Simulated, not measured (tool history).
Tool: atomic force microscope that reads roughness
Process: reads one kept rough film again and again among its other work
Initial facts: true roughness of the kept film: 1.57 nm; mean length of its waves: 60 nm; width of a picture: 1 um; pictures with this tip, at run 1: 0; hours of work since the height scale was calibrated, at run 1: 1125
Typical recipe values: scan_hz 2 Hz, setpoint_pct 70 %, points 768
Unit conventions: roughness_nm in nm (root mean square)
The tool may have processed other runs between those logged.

| run | hour | scan_hz | setpoint_pct | points | pictures with this tip | hours of work since the height scale was calibrated | roughness_nm |
|---|---|---|---|---|---|---|---|
| 1 | 0 | 2 | 70 | 768 | 0 | 1125 | 1.375 |
| 2 | 22.3 | 2 | 70 | 768 | 32 | 1143 | 1.373 |
| 3 | 60.9 | 2 | 70 | 768 | 88 | 1174 | 1.366 |
| 4 | 79.3 | 2 | 70 | 768 | 115 | 1189 | 1.365 |
| 5 | 114.3 | 2 | 70 | 768 | 165 | 1216 | 1.355 |
|  | 138.8 | new tip fitted |
| 6 | 140.6 | 2 | 70 | 308 | 3 | 1237 | 1.371 |
| 7 | 157.3 | 2 | 70 | 308 | 27 | 1250 | 1.37 |
| 8 | 197.6 | 2 | 70 | 997 | 85 | 1283 | 1.364 |
| 9 | 225.7 | 2 | 70 | 768 | 126 | 1305 | 1.359 |
| 10 | 263.5 | 2 | 70 | 768 | 181 | 1335 | 1.354 |
|  | 278.2 | new tip fitted |
| 11 | 302 | 0.67 | 70 | 768 | 35 | 1365 | 1.454 |
| 12 | 323.1 | 2 | 70 | 818 | 65 | 1382 | 1.365 |
| 13 | 357.9 | 2 | 70 | 818 | 116 | 1410 | 1.356 |
| 14 | 374.7 | 0.56 | 70 | 768 | 140 | 1423 | 1.46 |
| 15 | 404.2 | 0.56 | 70 | 768 | 183 | 1447 | 1.454 |
|  | 417.5 | new tip fitted |
| 16 | 443 | 2 | 70 | 631 | 37 | 1477 | 1.36 |
|  | 466.9 | height scale calibrated on a step standard |
| 17 | 466.9 | 2 | 70 | 631 | 71 | 0 | 1.389 |
| 18 | 487.3 | 2 | 70 | 631 | 100 | 16 | 1.383 |
| 19 | 524.8 | 2.02 | 86 | 673 | 154 | 46 | 1.225 |
|  | 555.7 | new tip fitted |
| 20 | 563.8 | 0.56 | 80 | 456 | 12 | 77 | 1.469 |
| 21 | 586.2 | 0.91 | 73 | 302 | 45 | 95 | 1.452 |
| 22 | 623.8 | 3.96 | 85 | 353 | 99 | 125 | 1.044 |
| 23 | 656.6 | 1.5 | 80 | 1005 | 147 | 151 | 1.347 |
| 24 | 686.3 | 1.5 | 80 | 1005 | 190 | 174 | 1.338 |
|  | 694.1 | new tip fitted |
| 25 | 707.9 | 0.85 | 90 | 350 | 20 | 191 | 1.37 |
| 26 | 732.2 | 0.85 | 90 | 350 | 55 | 211 | 1.365 |

What if the next run were any one of these 3? Each begins from the tool's condition after run 26:
| A | 751.7 | 1.58 | 70 | 709 | 84 | 226 | ? |
| B | 751.7 | 0.81 | 66 | 558 | 84 | 226 | ? |
| C | 751.7 | 0.77 | 77 | 832 | 84 | 226 | ? |

| run | roughness_nm |
|---|---|
| A | 1.413 |
| B | 1.479 |
| C | 1.449 |
The same runs, with their run-to-run variation unchanged, on a tool lacking any hidden condition would have given:
| run | roughness_nm |
|---|---|
| A | 1.426 |
| B | 1.492 |
| C | 1.462 |
